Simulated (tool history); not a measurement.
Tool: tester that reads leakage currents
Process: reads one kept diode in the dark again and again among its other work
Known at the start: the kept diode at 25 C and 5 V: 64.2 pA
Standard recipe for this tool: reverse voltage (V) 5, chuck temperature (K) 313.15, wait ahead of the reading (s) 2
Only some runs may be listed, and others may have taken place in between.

run,day,reverse voltage (V),chuck temperature (K),wait ahead of the reading (s),current that the tester gives (pA)
1,0,5,313.15,2,199.93
2,6.95,5,313.15,2,200.1
3,16.383,5,313.15,2,199.73
4,22.646,5,313.15,2,199.15
# day 27.046: chuck's temperature calibrated
5,32.967,5,313.15,2,198.7
6,38.342,5,313.15,2,200.1
7,43.496,5,313.15,2,199.62
# day 44.479: tester calibrated
8,48.517,5,295.15,2,51.36
9,54.3,5,295.15,2,51.31
10,64.175,5,295.15,2,51.48
11,68.429,5,313.15,2,199.43
12,77.688,5,313.15,2,199.32
13,88.075,5,306.15,2,120.46
14,95.446,5,297.15,2,60.1
15,105.521,5,297.15,2,59.87
16,111.888,5,297.15,2,60.25
17,118.608,5,297.15,2,60.42
18,128.433,5,308.15,2,138.86
19,136.45,5,313.15,2,199.63
# day 139.4: chuck's temperature calibrated
20,141.204,5,300.15,2,76.23
21,148.783,2.15,313.15,2,133.71
22,157.662,8.3,313.15,4.91,254.66
# day 160.45: tester calibrated
23,163.917,6.74,317.15,0.35,310.92
24,173.342,5,301.15,2,82.32
25,181.583,17.98,298.15,0.46,130.27
# day 183.754: probe card cleaned and baked
26,187.354,18.39,330.15,0.46,1190.18
27,194.288,8.38,330.15,1.29,812.61
28,200.546,8.38,330.15,1.29,810.39
29,207.833,10.34,301.15,2,116.15
30,216.804,3.02,313.15,2,157.19
31,223.592,3.02,313.15,2,156.45
32,232.146,1.32,299.15,4.11,36.81
33,240.038,1.8,294.15,2.96,28.8
34,250.171,1.8,294.15,2.96,28.81
# day 251.392: chuck's temperature calibrated
35,256.038,5,316.15,0.8,247.63
36,263.767,18.4,313.15,3.37,371.79
37,272.121,18.45,304.15,1.07,195.63
# day 277.158: tester calibrated
38,277.921,2,319.15,2.07,196.61

What if the next run were any one of these 4? Each begins from the tool's condition after run 38:
A,288.229,2.69,313.15,3.71,?
B,288.229,17.89,297.15,1.06,?
C,288.229,5,318.15,0.37,?
D,288.229,7.65,319.15,2.07,?

run,current that the tester gives (pA)
A,148.41
B,113.76
C,287.31
D,372.31
The same runs, with their run-to-run variation unchanged, on a tool lacking any hidden condition would have given:
run,current that the tester gives (pA)
A,148.46
B,113.52
C,287.39
D,372.41
